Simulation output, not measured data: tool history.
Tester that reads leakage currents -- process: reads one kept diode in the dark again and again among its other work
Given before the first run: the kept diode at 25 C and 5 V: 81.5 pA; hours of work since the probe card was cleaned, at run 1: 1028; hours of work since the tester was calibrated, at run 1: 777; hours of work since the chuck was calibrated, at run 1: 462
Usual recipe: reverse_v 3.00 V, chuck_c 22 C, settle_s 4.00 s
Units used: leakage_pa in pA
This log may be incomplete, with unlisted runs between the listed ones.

run    hour  reverse_v  chuck_c  settle_s  hours of work since the probe card was cleaned  hours of work since the tester was calibrated  hours of work since the chuck was calibrated  leakage_pa
  1     0.0       3.00       22      4.00                                            1028                                            777                                           462       54.42
  2    22.3       3.00       24      4.00                                            1043                                            792                                           477       64.45
  3    59.7      17.52       22      4.00                                            1067                                            816                                           501      146.61
  4   100.2       1.01       22      4.00                                            1094                                            843                                           527       31.78
  5   139.0       1.01       22      4.00                                            1119                                            868                                           553       31.77
      158.4  -- probe card cleaned and baked
  6   162.6       1.01       22      4.00                                               3                                            881                                           566       28.97
  7   196.1       1.01       22      4.00                                              25                                            903                                           588       28.83
  8   225.0       3.00       27      4.00                                              43                                            922                                           607       74.85
  9   257.7       3.00       27      4.00                                              65                                            943                                           628       74.54
 10   286.4       3.00       27      4.00                                              83                                            962                                           647       74.92
 11   307.2       3.00       27      4.00                                              97                                            975                                           660       74.25
 12   333.1       3.00       22      4.00                                             114                                            992                                           677       46.58
 13   366.1       3.00       22      4.00                                             135                                           1014                                           699       46.76
 14   395.9       3.00       22      4.00                                             155                                           1033                                           718       46.70
 15   432.9       3.00       22      4.00                                             179                                           1057                                           742       46.83
 16   452.9       3.00       22      4.00                                             192                                           1070                                           755       46.80
      458.5  -- chuck's temperature calibrated
 17   493.3       3.00       22      4.00                                             217                                           1095                                            23       45.36
 18   521.8       2.80       22      4.00                                             235                                           1114                                            41       44.09
      530.2  -- chuck's temperature calibrated, once more
 19   547.2       3.00       52      4.00                                             251                                           1129                                            11      711.82
 20   566.6       3.00       22      4.00                                             263                                           1142                                            24       51.20
 21   600.2       3.00       44      0.97                                             285                                           1164                                            46      367.34
 22   631.6      13.40       33      1.64                                             305                                           1184                                            66      274.66
 23   669.7      13.40       33      1.64                                             330                                           1209                                            91      277.10
 24   687.5      13.40       28      7.41                                             342                                           1220                                           102      176.08
 25   711.8       8.66       28      4.00                                             358                                           1236                                           118      144.08
 26   732.1       1.85       22      0.88                                             371                                           1249                                           131       41.72
 27   751.1       4.07       22      0.88                                             383                                           1262                                           144       60.89
 28   775.2       4.07       22      0.88                                             399                                           1277                                           159       60.83
 29   804.8       4.07       22      0.88                                             418                                           1297                                           179       60.90
 30   836.5      10.80       22      5.57                                             439                                           1317                                           199       95.58
 31   877.0      10.80       22      5.57                                             465                                           1344                                           226       96.66
 32   904.6       4.01       55      4.00                                             483                                           1362                                           244     1002.19
 33   942.0       4.01       55      4.00                                             508                                           1386                                           268      999.33
 34   973.2       4.01       55      4.00                                             528                                           1406                                           288      998.08
 35  1012.4       1.67       41      4.00                                             553                                           1432                                           314      215.77
 36  1051.3       2.94       48      4.76                                             579                                           1457                                           339      496.34
 37  1087.4      11.14       49      0.39                                             602                                           1481                                           363      965.65
 38  1112.7       7.94       32      1.94                                             619                                           1497                                           379      197.83
 39  1147.8       7.94       32      2.65                                             641                                           1520                                           402      198.75
 40  1175.1       7.94       32      2.65                                             659                                           1538                                           420      198.46

Below are 3 alternative next runs, each starting from the tool's condition after run 40. Predict each:
  A  1197.9       3.26       20      0.41                                             674                                           1553                                           435           ?
  B  1197.9       1.89       21      4.70                                             674                                           1553                                           435           ?
  C  1197.9      13.88       39      0.51                                             674                                           1553                                           435           ?

run  leakage_pa
  A       48.19
  B       38.19
  C      470.12
What these runs would have given with no unlogged condition in the tool:
run  leakage_pa
  A       44.48
  B       36.63
  C      465.34
